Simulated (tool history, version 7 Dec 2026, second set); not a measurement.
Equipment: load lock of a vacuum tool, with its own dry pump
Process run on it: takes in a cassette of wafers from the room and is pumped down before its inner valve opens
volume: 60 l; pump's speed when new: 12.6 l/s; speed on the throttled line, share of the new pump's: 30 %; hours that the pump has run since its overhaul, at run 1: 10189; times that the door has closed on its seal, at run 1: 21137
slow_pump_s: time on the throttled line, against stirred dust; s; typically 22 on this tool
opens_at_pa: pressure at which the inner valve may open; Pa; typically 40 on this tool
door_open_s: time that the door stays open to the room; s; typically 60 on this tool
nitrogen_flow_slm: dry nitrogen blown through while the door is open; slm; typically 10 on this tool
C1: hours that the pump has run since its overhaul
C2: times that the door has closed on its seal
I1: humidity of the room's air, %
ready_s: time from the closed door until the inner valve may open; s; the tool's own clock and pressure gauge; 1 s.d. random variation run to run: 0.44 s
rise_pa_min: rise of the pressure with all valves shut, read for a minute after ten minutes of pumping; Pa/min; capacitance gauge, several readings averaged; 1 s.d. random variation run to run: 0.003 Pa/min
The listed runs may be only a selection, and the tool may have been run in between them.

Run 1, hour 0: usual settings; C1 10189; C2 21137; I1 45.2. Result: ready_s 53.7 s, rise_pa_min 0.052 Pa/min.
Run 2, hour 183.1: usual settings; C1 10373; C2 21476; I1 46. Result: ready_s 53.1 s, rise_pa_min 0.055 Pa/min.
Run 3, hour 383.2: usual settings; C1 10573; C2 21847; I1 48.2. Result: ready_s 52.8 s, rise_pa_min 0.048 Pa/min.
Run 4, hour 738.6: usual settings; C1 10928; C2 22506; I1 46.8. Result: ready_s 53.5 s, rise_pa_min 0.054 Pa/min.
Run 5, hour 968: usual settings; C1 11157; C2 22931; I1 42.9. Result: ready_s 53.1 s, rise_pa_min 0.056 Pa/min.
Run 6, hour 1300.4: usual settings; C1 11490; C2 23548; I1 45.6. Result: ready_s 53 s, rise_pa_min 0.057 Pa/min.
Run 7, hour 1719.7: usual settings; C1 11909; C2 24325; I1 41.5. Result: ready_s 53.4 s, rise_pa_min 0.045 Pa/min.
Run 8, hour 2081.4: usual settings; C1 12271; C2 24995; I1 45.4. Result: ready_s 53 s, rise_pa_min 0.057 Pa/min.
Run 9, hour 2437.7: usual settings; C1 12627; C2 25656; I1 41.8. Result: ready_s 52.7 s, rise_pa_min 0.051 Pa/min.
Run 10, hour 2769.9: usual settings; C1 12959; C2 26272; I1 42.8. Result: ready_s 52.2 s, rise_pa_min 0.049 Pa/min.
Run 11, hour 3088.3: usual settings but nitrogen_flow_slm 4 slm; C1 13278; C2 26862; I1 44.7. Result: ready_s 53.4 s, rise_pa_min 0.06 Pa/min.
Run 12, hour 3258.3: usual settings but nitrogen_flow_slm 4 slm; C1 13448; C2 27177; I1 46.7. Result: ready_s 52.4 s, rise_pa_min 0.064 Pa/min.
Run 13, hour 3493.5: usual settings but nitrogen_flow_slm 4 slm; C1 13683; C2 27613; I1 43.4. Result: ready_s 53.1 s, rise_pa_min 0.058 Pa/min.
Run 14, hour 3666.5: usual settings but door_open_s 47 s; C1 13856; C2 27934; I1 44.4. Result: ready_s 52.5 s, rise_pa_min 0.044 Pa/min.
Run 15, hour 3959.3: usual settings but slow_pump_s 14 s, opens_at_pa 64 Pa, door_open_s 205 s, nitrogen_flow_slm 27 slm; C1 14149; C2 28477; I1 50.3. Result: ready_s 44.5 s, rise_pa_min 0.081 Pa/min.
Run 16, hour 4256.1: usual settings but slow_pump_s 13 s, opens_at_pa 33 Pa, door_open_s 33 s, nitrogen_flow_slm 18 slm; C1 14446; C2 29027; I1 42.3. Result: ready_s 47.1 s, rise_pa_min 0.031 Pa/min.
Run 17, hour 4633.2: usual settings but slow_pump_s 12 s, opens_at_pa 63 Pa, door_open_s 171 s, nitrogen_flow_slm 18 slm; C1 14823; C2 29726; I1 46.2. Result: ready_s 44.1 s, rise_pa_min 0.074 Pa/min.
Run 18, hour 4913.4: usual settings but slow_pump_s 23 s, opens_at_pa 33 Pa, door_open_s 166 s, nitrogen_flow_slm 21 slm; C1 15103; C2 30246; I1 45.8. Result: ready_s 53.8 s, rise_pa_min 0.07 Pa/min.
Run 19, hour 5091.2: usual settings but slow_pump_s 20 s, door_open_s 88 s; C1 15281; C2 30575; I1 46.9. Result: ready_s 51.2 s, rise_pa_min 0.068 Pa/min.
Run 20, hour 5465.6: usual settings but slow_pump_s 21 s, opens_at_pa 32 Pa, door_open_s 161 s, nitrogen_flow_slm 30 slm; C1 15655; C2 31269; I1 44.2. Result: ready_s 53.6 s, rise_pa_min 0.057 Pa/min.
Run 21, hour 5671.7: usual settings but opens_at_pa 39 Pa; C1 15861; C2 31651; I1 47.5. Result: ready_s 52.7 s, rise_pa_min 0.058 Pa/min.
Run 22, hour 5888.3: usual settings but slow_pump_s 40 s, opens_at_pa 73 Pa, door_open_s 167 s, nitrogen_flow_slm 6 slm; C1 16078; C2 32053; I1 42.4. Result: ready_s 62.6 s, rise_pa_min 0.097 Pa/min.
Run 23, hour 6170.3: usual settings but slow_pump_s 27 s, door_open_s 110 s, nitrogen_flow_slm 27 slm; C1 16360; C2 32576; I1 41.6. Result: ready_s 56.6 s, rise_pa_min 0.047 Pa/min.
Run 24, hour 6386.7: usual settings but door_open_s 70 s; C1 16576; C2 32977; I1 46.9. Result: ready_s 53 s, rise_pa_min 0.061 Pa/min.
Run 25, hour 6760.4: usual settings but slow_pump_s 39 s, opens_at_pa 32 Pa, door_open_s 167 s, nitrogen_flow_slm 21 slm; C1 16950; C2 33670; I1 45.9. Result: ready_s 65.9 s, rise_pa_min 0.072 Pa/min.
Run 26, hour 7001.7: usual settings but slow_pump_s 38 s, door_open_s 154 s, nitrogen_flow_slm 6 slm; C1 17191; C2 34117; I1 45.6. Result: ready_s 63.8 s, rise_pa_min 0.095 Pa/min.
Run 27, hour 7281.1: usual settings but slow_pump_s 13 s, door_open_s 51 s, nitrogen_flow_slm 6 slm; C1 17471; C2 34635; I1 45.8. Result: ready_s 46.3 s, rise_pa_min 0.056 Pa/min.

Branching from run 27: 3 alternative next runs. What would each branch give?
Run A, hour 7564.7: usual settings but slow_pump_s 30 s, nitrogen_flow_slm 17 slm; C1 17754; C2 35161; I1 47.7. Result: ready_s ?, rise_pa_min ?.
Run B, hour 7564.7: usual settings but slow_pump_s 24 s, door_open_s 42 s, nitrogen_flow_slm 16 slm; C1 17754; C2 35161; I1 45.9. Result: ready_s ?, rise_pa_min ?.
Run C, hour 7564.7: usual settings but slow_pump_s 20 s, door_open_s 51 s, nitrogen_flow_slm 6 slm; C1 17754; C2 35161; I1 46.5. Result: ready_s ?, rise_pa_min ?.

run  ready_s  rise_pa_min
  A     58.2         0.05
  B     54.2        0.041
  C     51.8        0.059
Without the tool's unlogged condition, the same runs would have read:
run  ready_s  rise_pa_min
  A     58.2        0.049
  B     54.2         0.04
  C     51.7        0.058
